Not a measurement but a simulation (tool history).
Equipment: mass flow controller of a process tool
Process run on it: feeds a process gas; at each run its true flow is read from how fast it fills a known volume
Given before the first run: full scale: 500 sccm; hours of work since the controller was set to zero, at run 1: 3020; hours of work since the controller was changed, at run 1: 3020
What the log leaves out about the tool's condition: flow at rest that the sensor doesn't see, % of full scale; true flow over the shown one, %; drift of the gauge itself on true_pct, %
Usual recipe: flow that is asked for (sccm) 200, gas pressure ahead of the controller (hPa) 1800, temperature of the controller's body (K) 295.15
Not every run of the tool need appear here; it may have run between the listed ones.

run    hour  flow that is asked for (sccm)  gas pressure ahead of the controller (hPa)  temperature of the controller's body (K)  hours of work since the controller was set to zero  hours of work since the controller was changed  true flow (%)
  1     0.0                            200                                        1800                                    295.15                                                3020                                            3020          99.86
  2    84.2                            200                                        1800                                    304.15                                                3086                                            3086          98.93
  3   182.6                            200                                        1800                                    295.15                                                3165                                            3165          99.95
  4   264.4                            200                                        2520                                    295.15                                                3229                                            3229          99.75
  5   356.8                            200                                        2520                                    295.15                                                3303                                            3303          99.97
  6   426.8                            200                                        2520                                    295.15                                                3358                                            3358          99.71
  7   523.3                            200                                        2520                                    312.15                                                3435                                            3435          97.90
  8   578.0                            200                                        2520                                    312.15                                                3478                                            3478          97.90
  9   664.5                            200                                        1800                                    295.15                                                3547                                            3547         100.10
 10   730.1                            200                                        1800                                    295.15                                                3599                                            3599         100.03
 11   829.0                            200                                        1800                                    295.15                                                3678                                            3678         100.19
 12   918.8                            200                                        1800                                    295.15                                                3749                                            3749         100.03
 13  1009.4                            200                                        1800                                    295.15                                                3821                                            3821         100.09
 14  1099.7                            200                                        1800                                    307.15                                                3893                                            3893          98.89
 15  1153.9                            200                                        1800                                    307.15                                                3936                                            3936          98.80
 16  1220.4                            200                                        2440                                    295.15                                                3988                                            3988         100.01
 17  1312.9                            200                                        2140                                    295.15                                                4062                                            4062         100.17
 18  1417.2                            200                                        1530                                    295.15                                                4144                                            4144         100.27
 19  1504.4                            200                                        1530                                    295.15                                                4214                                            4214         100.18
 20  1561.0                            252                                        2250                                    299.15                                                4259                                            4259          99.70
 21  1606.2                            252                                        2250                                    299.15                                                4295                                            4295          99.66
 22  1650.9                            262                                        1900                                    293.15                                                4330                                            4330         100.39
 23  1704.5                            200                                        2350                                    300.15                                                4373                                            4373          99.68
 24  1798.1                            200                                        2350                                    300.15                                                4447                                            4447          99.62
 25  1860.7                            200                                        2350                                    300.15                                                4497                                            4497          99.71
 26  1938.8                            200                                        2350                                    299.15                                                4559                                            4559          99.88
 27  1992.5                            114                                        2030                                    297.15                                                4601                                            4601         101.36
 28  2084.2                            200                                        2150                                    298.15                                                4674                                            4674          99.82
 29  2176.6                            310                                        1800                                    295.15                                                4747                                            4747         100.33
 30  2223.7                             54                                        1800                                    305.15                                                4785                                            4785         104.32
 31  2306.4                             67                                        1410                                    305.15                                                4850                                            4850         102.95
 32  2392.7                             67                                        2500                                    300.15                                                4919                                            4919         103.37
 33  2460.7                            227                                        1920                                    301.15                                                4973                                            4973          99.58
 34  2530.6                            227                                        1920                                    301.15                                                5028                                            5028          99.65
 35  2639.2                             63                                        1800                                    298.15                                                5114                                            5114         104.35
 36  2748.4                            214                                        2540                                    294.15                                                5201                                            5201         100.55

Some steps in true flow (%) between neighbouring runs. How much of each would the tool show without its hidden state too (settings, what came in, random variation), and how much is left for the hidden state, with any gauge scatter that isn't in both results?
Run 29 -> 30: flow that is asked for (sccm) 310 -> 54, temperature of the controller's body (K) 295.15 -> 305.15. true flow (%) +3.99: hidden state +6.55, all else -2.56.
Run 34 -> 35: flow that is asked for (sccm) 227 -> 63, gas pressure ahead of the controller (hPa) 1920 -> 1800, temperature of the controller's body (K) 301.15 -> 298.15. true flow (%) +4.70: hidden state +5.25, all else -0.55.
Run 35 -> 36: flow that is asked for (sccm) 63 -> 214, gas pressure ahead of the controller (hPa) 1800 -> 2540, temperature of the controller's body (K) 298.15 -> 294.15. true flow (%) -3.80: hidden state -5.08, all else +1.28.

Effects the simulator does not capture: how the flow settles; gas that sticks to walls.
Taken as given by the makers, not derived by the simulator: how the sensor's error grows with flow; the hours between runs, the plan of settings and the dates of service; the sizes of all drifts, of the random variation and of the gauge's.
